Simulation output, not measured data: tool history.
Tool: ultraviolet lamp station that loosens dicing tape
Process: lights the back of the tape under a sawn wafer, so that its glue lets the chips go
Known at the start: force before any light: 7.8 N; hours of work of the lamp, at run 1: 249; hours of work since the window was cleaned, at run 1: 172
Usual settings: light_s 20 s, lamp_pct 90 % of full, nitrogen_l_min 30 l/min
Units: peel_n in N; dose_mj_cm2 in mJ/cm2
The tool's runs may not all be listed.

run	hour	light_s	lamp_pct	nitrogen_l_min	hours of work of the lamp	hours of work since the window was cleaned	peel_n	dose_mj_cm2
1	0	20	90	30	249	172	0.272	525
2	48.2	20	90	30	273	197	0.287	511
3	75.2	12	90	30	287	210	0.746	300
4	107.4	20	90	22	303	226	0.348	496
5	171	20	90	22	335	258	0.361	477
6	200.9	20	90	30	350	273	0.316	475
7	252.1	20	90	30	375	299	0.34	463
# hour 257.8: window cleaned of glue's vapour
8	315.1	20	95	30	406	29	0.364	442
9	348.3	20	95	30	423	45	0.372	436
10	377.7	20	95	30	438	60	0.391	432
11	417.1	20	95	30	458	80	0.411	421
12	465.6	20	79	24	482	104	0.677	335
# hour 526.3: window cleaned of glue's vapour, once more
13	531.3	25	90	11	514	2	0.306	611
14	573.9	21	90	15	536	24	0.376	504
15	627.3	30	81	30	562	51	0.228	627
16	680.7	30	81	30	589	77	0.234	617
17	740.9	20	80	23	619	107	0.503	390
18	787.4	20	80	23	643	131	0.525	379
19	823.7	13	73	14	661	149	1.726	219
20	890.2	31	71	30	694	182	0.307	494
21	940.2	24	70	16	719	207	0.71	364

Hidden state or all else? Some run-to-run changes of peel_n, split into what the settings, what came in and random variation would give without the hidden state, and what is left for the hidden state (with any gauge scatter that isn't in both results):
The hidden state here: lamp's light, % of a new lamp's; light that the window lets through, % of a clean one's; drift of the gauge itself on peel_n, %; drift of the gauge itself on dose_mj_cm2, %.
Run 18 -> 19: light_s 20 -> 13, lamp_pct 80 -> 73, nitrogen_l_min 23 -> 14. peel_n +1.201 N: hidden state +0.609, all else +0.592.
Run 19 -> 20: light_s 13 -> 31, lamp_pct 73 -> 71, nitrogen_l_min 14 -> 30. peel_n -1.419 N: hidden state -0.775, all else -0.644.
